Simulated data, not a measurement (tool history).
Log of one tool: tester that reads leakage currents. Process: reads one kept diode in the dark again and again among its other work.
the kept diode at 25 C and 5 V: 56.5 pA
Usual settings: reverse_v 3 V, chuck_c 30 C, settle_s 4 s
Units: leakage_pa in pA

run	hour	reverse_v	chuck_c	settle_s	leakage_pa
1	0	3	30	4	62.02
2	36.2	3	30	4	61.92
3	100.8	3	30	4	61.8
4	141.2	3	30	4	61.7
5	181.5	3	30	1.51	61.87
6	242.7	3	30	1.1	61.28
7	305.3	3	25	4	39.54
8	343	3	25	4	39.36
9	380.1	6.38	25	4	62.12
10	459.8	6.38	25	4	62.14
11	494.4	6.38	25	4	61.74
12	562.4	3	30	4	60.59
13	615.5	3	30	2.04	60.27
14	653.6	3	30	2.04	60.27
15	717.4	3	30	2.04	59.96
16	774.2	3	30	2.04	60.06
17	810.4	3	30	2.04	59.54
18	880.4	3	30	2.04	59.39
19	937.4	3	30	4	59.2
20	1001.8	3	30	4	59.07
21	1065.3	3	30	4	58.83
22	1110.5	15.55	23	3.62	91.86
# hour 1120.8: probe card cleaned and baked
23	1190.5	3	30	3.11	55.13
24	1259.2	3	30	8.14	54.88
# hour 1316.7: chuck's temperature calibrated
25	1326.1	3	30	8.14	67.65
26	1371.7	3	43	0.77	206.57
27	1430.3	3	40	4	159.59
28	1511	3	41	0.8	173.09
29	1592.2	1.15	42	0.41	108.51
30	1642.5	1.15	42	0.41	107.67
31	1699.1	3	21	4.41	29.35
32	1740.1	13.15	56	4.41	1307.82
33	1791.4	8.71	25	0.91	79.09
34	1847	6.38	26	0.58	71.78
35	1921.6	3	59	0.45	693.22
36	1987.1	8.7	48	0.41	545.47
37	2025.7	2.71	38	0.5	123.12
38	2108	10.42	57	4	1197.21
39	2167.2	14.95	25	1.28	107.18
40	2239	9.86	35	1.49	198.11

Forecast each of these 4 alternatives for the next run:
A	2295.5	4.56	33	1.49	?
B	2295.5	3	48	4	?
C	2295.5	3.54	26	0.5	?
D	2295.5	6.11	24	1.58	?

run	leakage_pa
A	106.56
B	292.49
C	49.94
D	57.51
Without the tool's hidden state the same runs would have given:
run	leakage_pa
A	110.68
B	307.01
C	51.26
D	58
